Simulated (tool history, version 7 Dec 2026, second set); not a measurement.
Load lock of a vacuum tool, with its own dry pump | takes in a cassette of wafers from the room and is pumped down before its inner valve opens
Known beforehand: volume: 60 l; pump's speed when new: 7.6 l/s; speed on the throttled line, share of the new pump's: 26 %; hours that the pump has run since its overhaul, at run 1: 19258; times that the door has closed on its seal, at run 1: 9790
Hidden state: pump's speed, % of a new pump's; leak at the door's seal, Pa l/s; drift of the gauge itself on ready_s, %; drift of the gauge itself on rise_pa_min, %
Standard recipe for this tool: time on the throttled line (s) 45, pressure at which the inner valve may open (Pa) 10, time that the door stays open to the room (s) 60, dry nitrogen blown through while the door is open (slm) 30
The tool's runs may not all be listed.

run    hour  time on the throttled line (s)  pressure at which the inner valve may open (Pa)  time that the door stays open to the room (s)  dry nitrogen blown through while the door is open (slm)  hours that the pump has run since its overhaul  times that the door has closed on its seal  incoming humidity of the room's air, %  time from the closed door until the inner valve may open (s)  rise of the pressure with all valves shut (Pa/min)
  1       0                              45                                               10                                             60                                                       30                                           19258                                        9790                                    46.3                                                         123.8                                               0.042
  2   196.5                              45                                               10                                             60                                                       30                                           19454                                        9987                                    46.8                                                         122.4                                               0.045
  3   357.1                              45                                               10                                             60                                                       30                                           19615                                       10148                                      44                                                         122.1                                               0.048
  4   648.6                              67                                               10                                             60                                                       30                                           19906                                       10441                                    47.4                                                         138.9                                               0.045
  5   782.4                              67                                               10                                             60                                                       30                                           20040                                       10576                                    49.9                                                         137.2                                               0.044
  6  1010.6                              67                                               10                                             60                                                       30                                           20268                                       10805                                      47                                                         138.1                                               0.046
  7  1229.5                              45                                               10                                             60                                                       30                                           20487                                       11025                                    44.3                                                         123.3                                               0.047
  8  1407.4                              45                                               10                                             60                                                       30                                           20665                                       11204                                    42.8                                                         124.2                                                0.05
  9  1634.2                              45                                               10                                             60                                                       30                                           20892                                       11431                                    44.5                                                         124.3                                               0.048
 10  1834.3                              45                                               10                                             60                                                       30                                           21092                                       11632                                    45.1                                                         124.8                                               0.054
 11  2005.3                              45                                               10                                             60                                                       30                                           21263                                       11804                                    40.8                                                         125.4                                               0.051
 12  2293.2                              45                                               10                                            217                                                       30                                           21551                                       12094                                    43.1                                                         123.9                                                0.07
     2314.4  -- dry pump taken out, an overhauled one fitted
 13  2589.2                              45                                               10                                            217                                                       30                                             275                                       12385                                    43.7                                                         108.3                                               0.066
 14  2836.4                              45                                               10                                             60                                                       30                                             522                                       12633                                    50.2                                                           107                                               0.056
 15  3051.3                              45                                               10                                             60                                                       30                                             737                                       12849                                    42.3                                                         107.8                                               0.051
 16  3330.4                              45                                               10                                             60                                                       30                                            1016                                       13130                                    43.6                                                         110.6                                               0.054
 17  3585.4                              45                                               10                                             60                                                       30                                            1271                                       13386                                    43.7                                                         107.9                                               0.057
 18  3802.9                              38                                               10                                             60                                                       30                                            1489                                       13604                                    44.7                                                         104.2                                                0.06
 19  4003.3                              35                                               10                                            142                                                       24                                            1689                                       13806                                    46.9                                                         103.1                                               0.073
 20  4185.6                              31                                                7                                             60                                                        4                                            1871                                       13989                                    44.5                                                         103.1                                               0.079
 21  4454.3                              45                                               10                                             60                                                       17                                            2140                                       14259                                    41.8                                                         109.7                                               0.066
 22  4602.1                              45                                               10                                             60                                                       17                                            2288                                       14407                                    46.4                                                         109.5                                               0.065
 23  4785.3                              42                                                9                                            113                                                       37                                            2471                                       14591                                    46.2                                                         108.4                                               0.067
 24  4987.7                              42                                               11                                            113                                                        7                                            2673                                       14795                                    44.7                                                         107.8                                               0.091
 25  5137.7                              24                                               11                                             84                                                        7                                            2823                                       14945                                    42.7                                                          93.7                                               0.086
 26  5334.5                              61                                               11                                            103                                                        7                                            3020                                       15143                                    43.9                                                         121.2                                               0.089
 27    5512                              57                                               12                                            230                                                        4                                            3198                                       15322                                    48.5                                                         116.7                                               0.133
 28  5678.6                              57                                               12                                            230                                                        4                                            3364                                       15489                                    46.5                                                           117                                               0.126
 29  5882.5                              80                                               12                                            230                                                       20                                            3568                                       15694                                    42.1                                                         135.5                                               0.088
 30  6019.8                              80                                               12                                            230                                                       20                                            3705                                       15832                                    42.5                                                         137.2                                               0.092
 31    6217                              31                                                7                                            211                                                       34                                            3903                                       16030                                    42.2                                                         104.7                                               0.071
 32  6443.7                              61                                               10                                             48                                                       30                                            4129                                       16258                                      47                                                         121.8                                               0.063
 33  6686.9                              89                                               12                                             48                                                       30                                            4372                                       16502                                    45.9                                                         141.1                                               0.064
 34    6978                              82                                               10                                             25                                                       20                                            4664                                       16794                                    46.6                                                         139.7                                               0.071
 35  7133.4                              33                                               10                                             55                                                        8                                            4819                                       16951                                    46.7                                                         102.6                                               0.081
 36  7403.9                              33                                               10                                             55                                                        8                                            5090                                       17222                                    43.5                                                         102.4                                               0.081

Same runs, no hidden state in the tool, same run-to-run variation:
run  time from the closed door until the inner valve may open (s)  rise of the pressure with all valves shut (Pa/min)
  1                                                         108.6                                               0.021
  2                                                         107.1                                               0.023
  3                                                         106.7                                               0.026
  4                                                         124.5                                               0.022
  5                                                         122.9                                               0.021
  6                                                         123.5                                               0.021
  7                                                         107.1                                               0.022
  8                                                         107.7                                               0.025
  9                                                         107.6                                               0.022
 10                                                         107.9                                               0.027
 11                                                         108.2                                               0.024
 12                                                         106.6                                               0.042
 13                                                         107.3                                               0.037
 14                                                         105.8                                               0.026
 15                                                         106.5                                                0.02
 16                                                         109.1                                               0.022
 17                                                         106.2                                               0.024
 18                                                         102.3                                               0.027
 19                                                           101                                               0.039
 20                                                         100.8                                               0.045
 21                                                         107.4                                               0.031
 22                                                         107.1                                               0.029
 23                                                         105.8                                                0.03
 24                                                         105.1                                               0.055
 25                                                          90.7                                               0.048
 26                                                         118.6                                               0.051
 27                                                         113.9                                               0.095
 28                                                         114.1                                               0.086
 29                                                         132.6                                               0.047
 30                                                         134.2                                               0.051
 31                                                         100.8                                                0.03
 32                                                         118.4                                               0.022
 33                                                         138.1                                               0.021
 34                                                         136.3                                               0.026
 35                                                          98.2                                               0.037
 36                                                          97.7                                               0.036
